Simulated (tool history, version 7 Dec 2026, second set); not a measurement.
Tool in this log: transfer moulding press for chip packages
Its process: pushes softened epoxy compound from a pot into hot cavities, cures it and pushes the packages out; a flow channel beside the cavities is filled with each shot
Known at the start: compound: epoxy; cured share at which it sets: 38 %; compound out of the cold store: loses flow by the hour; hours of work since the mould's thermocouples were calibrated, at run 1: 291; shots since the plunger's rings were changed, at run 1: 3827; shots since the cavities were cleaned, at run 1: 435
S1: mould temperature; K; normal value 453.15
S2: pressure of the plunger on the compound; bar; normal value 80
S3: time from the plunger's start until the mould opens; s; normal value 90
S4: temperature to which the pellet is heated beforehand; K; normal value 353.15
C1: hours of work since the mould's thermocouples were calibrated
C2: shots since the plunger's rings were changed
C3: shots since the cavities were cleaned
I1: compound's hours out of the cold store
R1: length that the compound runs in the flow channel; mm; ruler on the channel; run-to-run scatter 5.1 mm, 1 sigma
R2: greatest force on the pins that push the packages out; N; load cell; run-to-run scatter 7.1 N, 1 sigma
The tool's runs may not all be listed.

run   hour      S1    S2   S3      S4   C1    C2    C3    I1    R1    R2
  1      0  453.15    80   90  353.15  291  3827   435  27.8   897   559
  2   19.1  453.15    80   90  353.15  301  4012   620  14.3   967   645
  3   29.4  453.15    80   90  353.15  306  4111   719    19   937   634
  4   46.4  453.15    80   90  353.15  315  4276   884  11.6   976   694
  5   64.5  453.15    80   90  345.15  324  4451  1059  33.8   855   665
      74.4  -- cavities cleaned with cleaning compound and waxed
      80.1  -- plunger's sealing rings changed
  6   91.3  453.15    80   90  353.15  336   108   139   9.1  1078   454
  7    101  453.15    80   90  353.15  341   202   233  28.7   963   481
  8  112.5  453.15    80   90  346.15  347   314   345  47.8   864   527
  9  128.8  453.15    80   90  346.15  355   471   502  39.3   895   565
 10    148  453.15    80   90  346.15  365   656   687   9.3  1062   685
 11  162.3  453.15    80   90  346.15  373   795   826  44.5   882   601
 12  177.5  453.15    74   90  346.15  380   942   973  18.9   952   672
     197.4  -- cavities cleaned with cleaning compound and waxed
 13  197.4  453.15    74   90  346.15  390  1120     0  20.5   947   333
 14  210.5  453.15    74  129  346.15  397  1246   126  31.5   889   323
     222.8  -- mould's thermocouples calibrated
 15    227  453.15    74  129  346.15    2  1387   267  46.4   815   375
 16    250  453.15    74  129  346.15   14  1610   490    21   920   438
 17  261.3  453.15    74  129  346.15   20  1718   598  40.4   845   463
 18  272.6  449.15  70.6   75  353.15   26  1828   708  34.5   862  1104
 19  295.4  449.15  70.6   75  353.15   37  2048   928  42.5   820  1147
 20  306.9  450.15  87.6   87  353.15   43  2160  1040  20.3  1028   871
     319.4  -- cavities cleaned with cleaning compound and waxed
 21  319.4  457.15  80.6  103  356.15   49  2267     1  39.3   841   247
 22  340.3  457.15  80.6  103  361.15   60  2468   202  21.4   936   362
 23  354.7  453.15  73.4   82  358.15   67  2607   341  39.4   821   561
 24  366.9  453.15  73.4   82  358.15   73  2726   460  25.4   883   647
 25    384  453.15  73.4   82  358.15   82  2891   625   8.8   963   756
 26  400.5  453.15  89.8   74  358.15   91  3050   784    34   933   909
 27  412.2  450.15    80  113  356.15   97  3163   897  12.6  1012   568
 28  423.6  452.15    80  113  362.15  103  3274  1008  39.4   851   514

Some steps in R1, run to run, broken into two amounts with sign: the step expected even without the hidden condition (settings, incoming material, random variation), and the rest, left for the hidden condition together with whatever gauge scatter is not in both the measured and the hidden-condition-free result:
Hidden state at play: true mould temperature over the reading, C; pressure that reaches the compound, % of what is set; grip of the stained cavities, % over clean ones'; drift of the gauge itself on flow_mm, %; drift of the gauge itself on push_out_n, %.
Run 5 -> 6: S4 345.15 -> 353.15, cavities cleaned with cleaning compound and waxed, plunger's sealing rings changed. R1 +223 mm: hidden state +78, all else +145.
Run 19 -> 20: S1 449.15 -> 450.15, S2 70.6 -> 87.6, S3 75 -> 87. R1 +208 mm: hidden state -11, all else +219.
